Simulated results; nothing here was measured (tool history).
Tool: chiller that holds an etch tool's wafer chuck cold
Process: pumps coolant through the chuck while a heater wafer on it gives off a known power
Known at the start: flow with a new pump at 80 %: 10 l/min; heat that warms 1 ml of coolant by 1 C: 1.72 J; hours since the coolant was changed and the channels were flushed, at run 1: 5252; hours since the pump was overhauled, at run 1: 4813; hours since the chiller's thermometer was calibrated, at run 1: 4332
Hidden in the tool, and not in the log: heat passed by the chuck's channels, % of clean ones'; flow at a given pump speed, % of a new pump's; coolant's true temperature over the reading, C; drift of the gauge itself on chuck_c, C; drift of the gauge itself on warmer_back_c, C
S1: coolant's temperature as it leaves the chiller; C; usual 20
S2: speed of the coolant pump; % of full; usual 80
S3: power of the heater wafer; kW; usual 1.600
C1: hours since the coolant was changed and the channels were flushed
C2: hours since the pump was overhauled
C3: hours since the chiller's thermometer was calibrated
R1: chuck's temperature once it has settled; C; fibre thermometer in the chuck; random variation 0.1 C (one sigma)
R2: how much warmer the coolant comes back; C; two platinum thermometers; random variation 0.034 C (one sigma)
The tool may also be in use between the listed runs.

| run | hour | S1 | S2 | S3 | C1 | C2 | C3 | R1 | R2 |
|---|---|---|---|---|---|---|---|---|---|
| 1 | 0.0 | 20 | 80 | 1.600 | 5252 | 4813 | 4332 | 40.0 | 6.30 |
| 2 | 107.4 | 20 | 80 | 1.600 | 5360 | 4921 | 4440 | 40.1 | 6.35 |
| 3 | 190.3 | 20 | 80 | 1.600 | 5442 | 5004 | 4522 | 40.2 | 6.31 |
| 4 | 257.8 | 20 | 80 | 1.600 | 5510 | 5071 | 4590 | 40.1 | 6.35 |
|  | 372.1 | coolant changed, channels flushed |
| 5 | 390.3 | 20 | 80 | 1.600 | 18 | 5198 | 4717 | 37.1 | 6.28 |
| 6 | 497.5 | 14 | 80 | 1.600 | 125 | 5305 | 4824 | 31.2 | 6.45 |
| 7 | 573.7 | 14 | 80 | 1.600 | 202 | 5381 | 4900 | 31.3 | 6.37 |
| 8 | 704.8 | 20 | 80 | 1.600 | 333 | 5512 | 5031 | 37.2 | 6.37 |
| 9 | 849.6 | 20 | 88 | 1.600 | 478 | 5657 | 5176 | 36.4 | 5.81 |
| 10 | 949.8 | 18 | 80 | 1.600 | 578 | 5757 | 5276 | 35.5 | 6.44 |
| 11 | 1059.9 | 20 | 80 | 1.600 | 688 | 5867 | 5386 | 37.4 | 6.43 |
| 12 | 1130.8 | 13 | 80 | 1.600 | 759 | 5938 | 5457 | 30.7 | 6.44 |
| 13 | 1198.6 | 20 | 80 | 1.600 | 826 | 6006 | 5525 | 37.6 | 6.44 |
| 14 | 1291.1 | 20 | 80 | 1.600 | 919 | 6098 | 5617 | 37.8 | 6.50 |
|  | 1306.1 | coolant pump overhauled |
| 15 | 1364.3 | 20 | 80 | 1.600 | 987 | 58 | 5686 | 39.1 | 7.36 |
| 16 | 1429.9 | 20 | 80 | 1.600 | 1053 | 124 | 5751 | 39.2 | 7.29 |
| 17 | 1502.6 | 18 | 71 | 0.955 | 1125 | 196 | 5824 | 30.3 | 4.96 |
| 18 | 1606.4 | 20 | 85 | 1.600 | 1229 | 300 | 5928 | 38.7 | 6.88 |
|  | 1631.5 | chiller's thermometer calibrated |
| 19 | 1672.6 | 17 | 84 | 2.289 | 1294 | 365 | 41 | 44.8 | 9.99 |
| 20 | 1807.0 | 18 | 80 | 1.068 | 1429 | 500 | 176 | 31.5 | 4.99 |
| 21 | 1919.5 | 18 | 97 | 1.185 | 1541 | 612 | 288 | 31.2 | 4.51 |
|  | 1984.7 | coolant pump overhauled, once more |
| 22 | 2036.3 | 18 | 97 | 1.185 | 1653 | 52 | 400 | 29.0 | 3.32 |
| 23 | 2105.5 | 20 | 94 | 1.129 | 1722 | 121 | 469 | 30.5 | 3.36 |
| 24 | 2252.6 | 20 | 80 | 0.841 | 1870 | 268 | 616 | 29.2 | 3.00 |
| 25 | 2315.9 | 20 | 80 | 0.841 | 1933 | 331 | 679 | 29.0 | 3.01 |
| 26 | 2378.2 | 13 | 87 | 1.039 | 1995 | 393 | 742 | 23.4 | 3.35 |
| 27 | 2514.2 | 23 | 82 | 1.600 | 2131 | 529 | 878 | 40.0 | 5.54 |
| 28 | 2609.2 | 23 | 64 | 1.145 | 2226 | 624 | 973 | 37.5 | 5.20 |
| 29 | 2740.0 | 23 | 85 | 0.821 | 2357 | 755 | 1104 | 31.4 | 2.80 |

Run 30 comes next. What will it give?
| 30 | 2859.3 | 16 | 73 | 1.600 | 2476 | 875 | 1223 | ? | ? |

{"run 30": {"R1": 34.6, "R2": 6.34}}
Without the tool's hidden state the same run would have given R1 33.2 C, R2 6.18 C.

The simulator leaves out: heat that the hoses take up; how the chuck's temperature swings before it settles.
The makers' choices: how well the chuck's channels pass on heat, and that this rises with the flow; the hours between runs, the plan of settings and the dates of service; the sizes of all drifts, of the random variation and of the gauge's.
